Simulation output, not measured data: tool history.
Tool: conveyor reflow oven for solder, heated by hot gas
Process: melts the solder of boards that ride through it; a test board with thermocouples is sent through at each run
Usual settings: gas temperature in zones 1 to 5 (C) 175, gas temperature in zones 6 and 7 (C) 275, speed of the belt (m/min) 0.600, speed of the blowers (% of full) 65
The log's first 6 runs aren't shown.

run,day,gas temperature in zones 1 to 5 (C),gas temperature in zones 6 and 7 (C),speed of the belt (m/min),speed of the blowers (% of full),hours of work since the flux was cleaned out,hours of work since the belt drive was overhauled,hours of work since the thermocouples were changed,highest temperature of the board (C),time above the solder's melting point (s)
7,6.838,175,275,0.600,65,85,484,522,258.2,48.5
8,8.196,175,267,0.600,65,109,508,546,251.5,44.9
9,9.429,175,267,0.600,65,131,530,568,251.1,44.5
10,10.808,175,275,0.600,65,156,555,593,258.0,48.4
11,11.467,175,275,0.600,65,167,567,604,257.7,48.2
12,12.742,175,275,0.600,65,190,589,627,257.9,48.2
13,13.950,175,288,0.600,65,212,611,649,268.9,53.2
14,15.262,175,288,0.600,65,235,634,672,268.7,53.2
15,16.729,175,275,0.512,65,261,660,698,262.6,60.3
16,18.075,175,265,0.523,53,285,684,722,250.7,51.4
17,19.425,175,265,0.523,53,309,708,746,250.6,51.3
# day 19.779: flux residue cleaned out of gas plates and filters
18,21.029,178,277,0.602,80,22,733,771,264.6,53.0
19,22.158,178,277,0.602,80,42,753,791,264.8,52.4
20,23.267,175,275,0.600,72,62,773,811,261.2,50.5
21,24.538,175,263,0.581,65,85,796,833,250.3,46.3
22,25.579,175,263,0.581,65,103,814,852,249.9,46.1
23,26.942,175,263,0.581,65,128,838,876,250.4,45.9
24,28.438,175,268,0.581,65,154,865,903,254.4,48.9
25,29.338,175,268,0.581,65,170,881,919,253.8,48.5
26,29.975,184,276,0.708,53,181,892,930,251.9,39.5
27,30.625,190,266,0.528,69,193,904,942,258.4,62.0
28,31.258,162,275,0.708,65,204,915,953,249.0,33.0
29,32.704,162,275,0.708,65,230,941,979,249.1,32.3
30,33.625,162,275,0.708,65,246,957,995,248.6,32.9

3 ways to go on from here, each from the tool as it stands after run 30. What would each give?
A,34.412,165,275,0.568,50,260,971,1009,?,?
B,34.412,162,280,0.708,68,260,971,1009,?,?
C,34.412,168,275,0.708,64,260,971,1009,?,?

run,highest temperature of the board (C),time above the solder's melting point (s)
A,254.6,46.5
B,253.7,35.6
C,250.2,34.8
Without the tool's hidden state the same runs would have given:
run,highest temperature of the board (C),time above the solder's melting point (s)
A,252.7,44.4
B,252.7,34.5
C,249.0,33.6

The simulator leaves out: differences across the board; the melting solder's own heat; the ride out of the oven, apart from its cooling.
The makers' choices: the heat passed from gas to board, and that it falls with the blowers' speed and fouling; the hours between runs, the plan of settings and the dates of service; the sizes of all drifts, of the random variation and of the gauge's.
